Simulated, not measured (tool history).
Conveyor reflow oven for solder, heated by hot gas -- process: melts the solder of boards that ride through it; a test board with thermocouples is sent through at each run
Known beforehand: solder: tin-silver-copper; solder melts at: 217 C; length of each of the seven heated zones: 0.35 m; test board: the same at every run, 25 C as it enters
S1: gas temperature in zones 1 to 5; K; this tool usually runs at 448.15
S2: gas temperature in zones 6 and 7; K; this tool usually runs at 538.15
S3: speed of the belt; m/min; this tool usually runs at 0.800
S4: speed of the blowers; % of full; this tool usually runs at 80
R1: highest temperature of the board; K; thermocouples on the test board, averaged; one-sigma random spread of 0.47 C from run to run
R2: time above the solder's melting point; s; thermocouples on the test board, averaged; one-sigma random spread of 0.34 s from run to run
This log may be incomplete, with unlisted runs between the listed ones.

{"run": 1, "hour": 0.0, "S1": 448.15, "S2": 538.15, "S3": 0.8, "S4": 80, "R1": 525.45, "R2": 40.2}
{"run": 2, "hour": 5.4, "S1": 448.15, "S2": 538.15, "S3": 0.8, "S4": 80, "R1": 525.45, "R2": 40.1}
{"run": 3, "hour": 10.2, "S1": 448.15, "S2": 538.15, "S3": 0.8, "S4": 80, "R1": 526.65, "R2": 40.2}
{"run": 4, "hour": 17.5, "S1": 448.15, "S2": 538.15, "S3": 0.8, "S4": 80, "R1": 525.65, "R2": 40.1}
{"run": 5, "hour": 23.9, "S1": 448.15, "S2": 538.15, "S3": 0.939, "S4": 80, "R1": 521.25, "R2": 31.9}
{"run": 6, "hour": 28.9, "S1": 448.15, "S2": 538.15, "S3": 0.939, "S4": 80, "R1": 520.75, "R2": 31.4}
{"run": 7, "hour": 33.6, "S1": 448.15, "S2": 538.15, "S3": 0.939, "S4": 80, "R1": 521.45, "R2": 31.9}
{"run": 8, "hour": 38.1, "S1": 448.15, "S2": 538.15, "S3": 0.939, "S4": 80, "R1": 521.85, "R2": 31.3}
{"run": 9, "hour": 42.1, "S1": 448.15, "S2": 538.15, "S3": 0.939, "S4": 80, "R1": 521.65, "R2": 31.3}
{"run": 10, "hour": 49.2, "S1": 448.15, "S2": 538.15, "S3": 0.939, "S4": 80, "R1": 520.85, "R2": 31.3}
{"run": 11, "hour": 58.0, "S1": 448.15, "S2": 538.15, "S3": 0.939, "S4": 80, "R1": 520.35, "R2": 32.0}
{"run": 12, "hour": 65.3, "S1": 448.15, "S2": 538.15, "S3": 0.939, "S4": 80, "R1": 521.45, "R2": 31.7}
{"run": 13, "hour": 74.3, "S1": 448.15, "S2": 538.15, "S3": 0.939, "S4": 80, "R1": 521.65, "R2": 31.8}
{"run": 14, "hour": 78.3, "S1": 448.15, "S2": 538.15, "S3": 0.939, "S4": 80, "R1": 522.35, "R2": 31.3}
{"run": 15, "hour": 84.0, "S1": 448.15, "S2": 538.15, "S3": 0.939, "S4": 80, "R1": 521.55, "R2": 31.7}
{"run": 16, "hour": 88.9, "S1": 448.15, "S2": 538.15, "S3": 0.875, "S4": 80, "R1": 523.35, "R2": 35.2}
{"run": 17, "hour": 95.2, "S1": 448.15, "S2": 538.15, "S3": 0.875, "S4": 80, "R1": 523.65, "R2": 36.1}
{"run": 18, "hour": 103.7, "S1": 448.15, "S2": 528.15, "S3": 0.8, "S4": 66, "R1": 513.35, "R2": 32.8}
{"run": 19, "hour": 112.1, "S1": 448.15, "S2": 538.15, "S3": 0.791, "S4": 56, "R1": 520.45, "R2": 36.5}
{"run": 20, "hour": 121.1, "S1": 448.15, "S2": 538.15, "S3": 0.791, "S4": 56, "R1": 519.75, "R2": 36.1}
{"run": 21, "hour": 129.3, "S1": 448.15, "S2": 538.15, "S3": 0.658, "S4": 80, "R1": 530.85, "R2": 52.7}
{"run": 22, "hour": 133.7, "S1": 443.15, "S2": 538.15, "S3": 0.8, "S4": 88, "R1": 526.95, "R2": 40.3}
{"run": 23, "hour": 140.2, "S1": 448.15, "S2": 537.15, "S3": 0.731, "S4": 88, "R1": 528.65, "R2": 46.3}
{"run": 24, "hour": 145.7, "S1": 448.15, "S2": 537.15, "S3": 0.77, "S4": 58, "R1": 520.65, "R2": 38.2}
{"run": 25, "hour": 152.5, "S1": 460.15, "S2": 542.15, "S3": 0.8, "S4": 58, "R1": 525.95, "R2": 43.2}
{"run": 26, "hour": 160.3, "S1": 460.15, "S2": 542.15, "S3": 0.8, "S4": 58, "R1": 526.15, "R2": 42.4}
{"run": 27, "hour": 167.9, "S1": 436.15, "S2": 542.15, "S3": 0.8, "S4": 57, "R1": 520.55, "R2": 33.8}
{"run": 28, "hour": 173.7, "S1": 436.15, "S2": 542.15, "S3": 0.8, "S4": 57, "R1": 520.85, "R2": 33.5}
{"run": 29, "hour": 183.0, "S1": 436.15, "S2": 536.15, "S3": 0.8, "S4": 85, "R1": 523.95, "R2": 36.9}
{"run": 30, "hour": 188.9, "S1": 448.15, "S2": 538.15, "S3": 0.72, "S4": 80, "R1": 528.95, "R2": 47.2}
{"run": 31, "hour": 197.0, "S1": 448.15, "S2": 538.15, "S3": 0.72, "S4": 80, "R1": 528.55, "R2": 47.1}

Branching from run 31: 3 alternative next runs. What would each branch give?
{"run": "A", "hour": 201.8, "S1": 448.15, "S2": 538.15, "S3": 0.8, "S4": 83, "R1": "?", "R2": "?"}
{"run": "B", "hour": 201.8, "S1": 440.15, "S2": 538.15, "S3": 0.8, "S4": 80, "R1": "?", "R2": "?"}
{"run": "C", "hour": 201.8, "S1": 448.15, "S2": 545.15, "S3": 0.66, "S4": 70, "R1": "?", "R2": "?"}

run=A R1=526.45 R2=41.2
run=B R1=524.55 R2=38.0
run=C R1=535.45 R2=53.8
Stripped of hidden state, with their random variation kept, the same runs would have yielded:
run=A R1=526.65 R2=41.2
run=B R1=524.65 R2=38.1
run=C R1=535.55 R2=53.8
